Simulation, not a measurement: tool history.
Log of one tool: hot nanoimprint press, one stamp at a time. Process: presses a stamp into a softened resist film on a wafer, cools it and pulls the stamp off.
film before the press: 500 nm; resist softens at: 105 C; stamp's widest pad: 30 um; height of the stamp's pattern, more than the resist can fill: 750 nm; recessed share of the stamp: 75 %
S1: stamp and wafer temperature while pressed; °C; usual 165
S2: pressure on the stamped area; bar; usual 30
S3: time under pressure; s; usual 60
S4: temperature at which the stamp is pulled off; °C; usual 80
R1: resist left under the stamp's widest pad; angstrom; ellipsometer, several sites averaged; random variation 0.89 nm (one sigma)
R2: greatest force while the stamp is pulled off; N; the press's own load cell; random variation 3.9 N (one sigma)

run 1 day=0 | S1=165 S2=30 S3=60 S4=80 | R1=2156 R2=211
run 2 day=1.454 | S1=165 S2=30 S3=60 S4=79 | R1=2146 R2=210
run 3 day=2.158 | S1=158 S2=30 S3=60 S4=80 | R1=3089 R2=202
run 4 day=3.533 | S1=158 S2=30 S3=60 S4=80 | R1=3074 R2=209
run 5 day=5.038 | S1=165 S2=30 S3=60 S4=70 | R1=2157 R2=237
run 6 day=6.488 | S1=165 S2=30 S3=60 S4=80 | R1=2147 R2=204
run 7 day=8 | S1=165 S2=30 S3=60 S4=80 | R1=2150 R2=197
run 8 day=9.258 | S1=165 S2=30 S3=60 S4=80 | R1=2138 R2=213
-- day=9.746 stamp cleaned and given a new release coat
run 9 day=10.571 | S1=165 S2=30 S3=39 S4=80 | R1=2520 R2=199
run 10 day=11.808 | S1=165 S2=30 S3=38 S4=80 | R1=2540 R2=205
run 11 day=12.829 | S1=165 S2=30 S3=60 S4=80 | R1=2126 R2=206
-- day=13.888 plate thermocouple calibrated
run 12 day=14.121 | S1=165 S2=30 S3=60 S4=80 | R1=2132 R2=208
run 13 day=15.283 | S1=165 S2=30 S3=44 S4=80 | R1=2412 R2=202
run 14 day=15.962 | S1=165 S2=30 S3=44 S4=80 | R1=2390 R2=202
run 15 day=17.446 | S1=165 S2=30 S3=44 S4=80 | R1=2395 R2=206
run 16 day=18.462 | S1=172 S2=30 S3=60 S4=84 | R1=1466 R2=191
run 17 day=19.812 | S1=172 S2=30 S3=60 S4=84 | R1=1470 R2=189
run 18 day=20.683 | S1=175 S2=30 S3=47 S4=84 | R1=1395 R2=187
run 19 day=22.092 | S1=175 S2=30 S3=47 S4=84 | R1=1397 R2=192
run 20 day=23.283 | S1=175 S2=30 S3=47 S4=84 | R1=1395 R2=198
run 21 day=24.033 | S1=165 S2=46.5 S3=60 S4=80 | R1=1733 R2=200
run 22 day=24.675 | S1=165 S2=46.5 S3=60 S4=80 | R1=1724 R2=207
-- day=25.75 press's hydraulic seals changed and the load cell set to zero
run 23 day=26.192 | S1=165 S2=20.1 S3=70 S4=80 | R1=2386 R2=205
run 24 day=27.333 | S1=165 S2=26.3 S3=110 S4=80 | R1=1758 R2=205
-- day=27.625 gauge calibrated
run 25 day=28.208 | S1=164 S2=26.3 S3=100 S4=74 | R1=1969 R2=223
run 26 day=29.404 | S1=164 S2=30 S3=60 S4=80 | R1=2278 R2=204
run 27 day=30.067 | S1=164 S2=30 S3=60 S4=80 | R1=2272 R2=200
run 28 day=31.608 | S1=166 S2=20.4 S3=66 S4=77 | R1=2332 R2=215
run 29 day=33.058 | S1=164 S2=22.6 S3=88 S4=75 | R1=2221 R2=221

Forecast each of these 3 alternatives for the next run:
run A day=33.996 | S1=165 S2=38 S3=60 S4=72 | R1=? R2=?
run B day=33.996 | S1=164 S2=22.6 S3=88 S4=67 | R1=? R2=?
run C day=33.996 | S1=164 S2=22.6 S3=60 S4=65 | R1=? R2=?

run=A R1=1929 R2=225
run=B R1=2198 R2=242
run=C R1=2547 R2=242
Without the tool's hidden state the same runs would have given:
run=A R1=1943 R2=223
run=B R1=2214 R2=239
run=C R1=2565 R2=240

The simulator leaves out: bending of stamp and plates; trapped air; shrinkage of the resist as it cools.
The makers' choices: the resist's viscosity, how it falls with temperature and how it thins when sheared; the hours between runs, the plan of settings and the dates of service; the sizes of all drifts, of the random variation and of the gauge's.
